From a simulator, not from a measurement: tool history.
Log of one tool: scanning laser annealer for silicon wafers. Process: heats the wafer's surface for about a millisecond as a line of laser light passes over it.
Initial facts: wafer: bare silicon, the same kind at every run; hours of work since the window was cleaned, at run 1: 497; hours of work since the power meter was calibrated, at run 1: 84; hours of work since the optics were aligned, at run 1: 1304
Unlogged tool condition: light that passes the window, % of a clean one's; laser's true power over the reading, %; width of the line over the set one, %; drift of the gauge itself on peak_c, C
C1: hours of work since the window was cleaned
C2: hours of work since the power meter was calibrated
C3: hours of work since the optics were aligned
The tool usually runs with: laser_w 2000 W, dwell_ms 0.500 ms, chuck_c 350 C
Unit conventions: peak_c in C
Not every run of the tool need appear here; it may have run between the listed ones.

Run 1, hour 0.0: usual settings; C1 497; C2 84; C3 1304. Result: peak_c 1117 C.
Run 2, hour 10.2: usual settings; C1 502; C2 89; C3 1309. Result: peak_c 1116 C.
Run 3, hour 15.3: usual settings but dwell_ms 0.616 ms; C1 504; C2 92; C3 1311. Result: peak_c 1210 C.
Run 4, hour 23.8: usual settings but laser_w 1733 W; C1 509; C2 96; C3 1315. Result: peak_c 1003 C.
Run 5, hour 31.2: usual settings but laser_w 1733 W; C1 512; C2 100; C3 1319. Result: peak_c 1004 C.
Run 6, hour 41.3: usual settings but laser_w 1733 W, dwell_ms 0.501 ms; C1 517; C2 105; C3 1324. Result: peak_c 1005 C.
Run 7, hour 49.4: usual settings but laser_w 1733 W, dwell_ms 0.501 ms; C1 521; C2 109; C3 1328. Result: peak_c 1002 C.
Run 8, hour 54.2: usual settings; C1 524; C2 111; C3 1330. Result: peak_c 1114 C.
Run 9, hour 63.9: usual settings; C1 528; C2 116; C3 1335. Result: peak_c 1114 C.
Run 10, hour 69.0: usual settings; C1 531; C2 118; C3 1337. Result: peak_c 1116 C.
Run 11, hour 78.8: usual settings but dwell_ms 0.439 ms; C1 536; C2 123; C3 1342. Result: peak_c 1061 C.
Run 12, hour 84.5: usual settings but laser_w 1851 W, dwell_ms 0.415 ms, chuck_c 316 C; C1 538; C2 126; C3 1345. Result: peak_c 951 C.
Run 13, hour 94.6: usual settings but laser_w 1736 W, chuck_c 377 C; C1 543; C2 131; C3 1350. Result: peak_c 1029 C.
At hour 102.7: window over the wafer cleaned.
Run 14, hour 102.7: usual settings but laser_w 1954 W, chuck_c 349 C; C1 0; C2 134; C3 1353. Result: peak_c 1096 C.
Run 15, hour 109.9: usual settings but laser_w 1954 W, chuck_c 349 C; C1 4; C2 137; C3 1357. Result: peak_c 1096 C.
Run 16, hour 118.9: usual settings but laser_w 1940 W, dwell_ms 0.418 ms, chuck_c 374 C; C1 8; C2 142; C3 1361. Result: peak_c 1044 C.
Run 17, hour 125.0: usual settings but laser_w 1940 W, dwell_ms 0.418 ms, chuck_c 374 C; C1 11; C2 145; C3 1364. Result: peak_c 1046 C.
Run 18, hour 130.7: usual settings but laser_w 1940 W, dwell_ms 0.418 ms, chuck_c 374 C; C1 14; C2 148; C3 1367. Result: peak_c 1045 C.
Run 19, hour 135.1: usual settings but laser_w 1940 W, dwell_ms 0.418 ms, chuck_c 374 C; C1 16; C2 150; C3 1369. Result: peak_c 1047 C.
Run 20, hour 140.2: usual settings but dwell_ms 0.407 ms, chuck_c 356 C; C1 18; C2 152; C3 1372. Result: peak_c 1039 C.

4 options for the next run, each taken on its own from the tool as it stands now. Forecast them:
Run A, hour 147.3: usual settings but dwell_ms 0.407 ms, chuck_c 351 C; C1 22; C2 156; C3 1375. Result: peak_c ?.
Run B, hour 147.3: usual settings but dwell_ms 0.460 ms, chuck_c 368 C; C1 22; C2 156; C3 1375. Result: peak_c ?.
Run C, hour 147.3: usual settings but laser_w 1970 W, dwell_ms 0.446 ms, chuck_c 370 C; C1 22; C2 156; C3 1375. Result: peak_c ?.
Run D, hour 147.3: usual settings but laser_w 1867 W, dwell_ms 0.431 ms, chuck_c 377 C; C1 22; C2 156; C3 1375. Result: peak_c ?.

run  peak_c
  A    1037
  B    1098
  C    1079
  D    1031
With the hidden condition removed and each run's random variation left untouched, the same runs would have given:
run  peak_c
  A    1038
  B    1099
  C    1081
  D    1032
